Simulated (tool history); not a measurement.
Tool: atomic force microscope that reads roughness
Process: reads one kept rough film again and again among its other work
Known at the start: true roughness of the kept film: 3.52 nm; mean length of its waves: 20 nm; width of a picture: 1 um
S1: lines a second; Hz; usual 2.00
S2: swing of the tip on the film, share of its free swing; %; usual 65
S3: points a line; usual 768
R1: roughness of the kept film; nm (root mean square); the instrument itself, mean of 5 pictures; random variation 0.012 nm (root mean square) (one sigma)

run	day	S1	S2	S3	R1
1	0.000	2.00	65	768	2.726
2	1.450	2.00	65	768	2.708
# day 1.879: new tip fitted
3	2.988	2.00	65	768	2.730
4	4.362	2.00	65	768	2.712
5	5.638	2.00	65	768	2.705
6	6.996	2.00	65	768	2.727
# day 7.342: new tip fitted
7	8.271	2.00	65	768	2.723
8	9.638	2.00	65	768	2.736
9	11.271	2.00	65	768	2.733
10	12.596	2.00	59	768	2.772
# day 12.821: new tip fitted
11	14.783	2.00	59	768	2.788
12	16.917	3.34	59	768	2.666
# day 18.325: new tip fitted
13	18.571	2.00	61	768	2.758
14	19.704	2.00	65	542	2.723
15	21.896	2.00	65	542	2.717
16	23.500	2.00	82	651	2.389
# day 23.829: new tip fitted
17	25.496	0.73	63	577	2.893
18	26.767	3.65	70	579	2.404
19	28.517	3.65	70	579	2.405
# day 29.342: new tip fitted
20	29.771	3.65	70	579	2.423
21	31.117	0.54	70	278	2.820
22	32.462	0.54	70	278	2.778
23	33.692	0.54	70	278	2.790
# day 34.833: new tip fitted
24	35.525	0.56	86	257	2.668
25	37.404	1.77	55	257	2.758
# day 38.171: height scale calibrated on a step standard
26	39.362	2.44	88	768	2.134
# day 40.329: new tip fitted
27	41.342	2.44	88	768	2.150
28	43.238	2.44	88	768	2.143

The next listed run, before its measurement:
29	44.550	2.00	69	768	?

{"run 29": {"R1": 2.648}}
Without the tool's hidden state the same run would have given R1 2.660 nm (root mean square).

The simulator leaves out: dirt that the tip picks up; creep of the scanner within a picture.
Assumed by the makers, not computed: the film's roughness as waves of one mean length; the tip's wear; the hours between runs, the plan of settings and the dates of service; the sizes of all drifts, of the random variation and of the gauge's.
